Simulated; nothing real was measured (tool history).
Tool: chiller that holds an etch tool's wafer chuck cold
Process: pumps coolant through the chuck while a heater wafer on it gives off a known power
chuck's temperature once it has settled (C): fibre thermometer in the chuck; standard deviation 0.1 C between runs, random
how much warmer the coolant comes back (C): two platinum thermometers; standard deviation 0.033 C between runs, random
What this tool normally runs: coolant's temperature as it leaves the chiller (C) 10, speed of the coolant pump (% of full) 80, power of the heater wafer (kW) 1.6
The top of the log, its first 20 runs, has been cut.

| run | hour | coolant's temperature as it leaves the chiller (C) | speed of the coolant pump (% of full) | power of the heater wafer (kW) | chuck's temperature once it has settled (C) | how much warmer the coolant comes back (C) |
|---|---|---|---|---|---|---|
| 21 | 2894.2 | 16 | 70 | 1.749 | 32.1 | 6.37 |
| 22 | 3068.2 | 10 | 80 | 0.953 | 17.9 | 3 |
| 23 | 3205 | 16 | 69 | 0.953 | 25.3 | 3.62 |
| 24 | 3307.5 | 16 | 69 | 0.953 | 25.6 | 3.55 |
| 25 | 3490.8 | 2 | 87 | 0.925 | 9.2 | 2.64 |
| 26 | 3627.5 | 17 | 98 | 0.925 | 23.4 | 2.4 |
| 27 | 3754.6 | 3 | 83 | 1.243 | 13.3 | 3.8 |
| 28 | 3895.5 | 18 | 94 | 2.277 | 34.7 | 6.13 |
| 29 | 4002.6 | 18 | 94 | 2.277 | 34.7 | 6.14 |

Run 30 comes next. What will it give?
| 30 | 4159.5 | 4 | 64 | 2.214 | ? | ? |

chuck's temperature once it has settled (C): 27.8
how much warmer the coolant comes back (C): 9.3
If the tool had no hidden condition, the same run with the same run-to-run variation would have returned chuck's temperature once it has settled (C) 23.1, how much warmer the coolant comes back (C) 7.86.

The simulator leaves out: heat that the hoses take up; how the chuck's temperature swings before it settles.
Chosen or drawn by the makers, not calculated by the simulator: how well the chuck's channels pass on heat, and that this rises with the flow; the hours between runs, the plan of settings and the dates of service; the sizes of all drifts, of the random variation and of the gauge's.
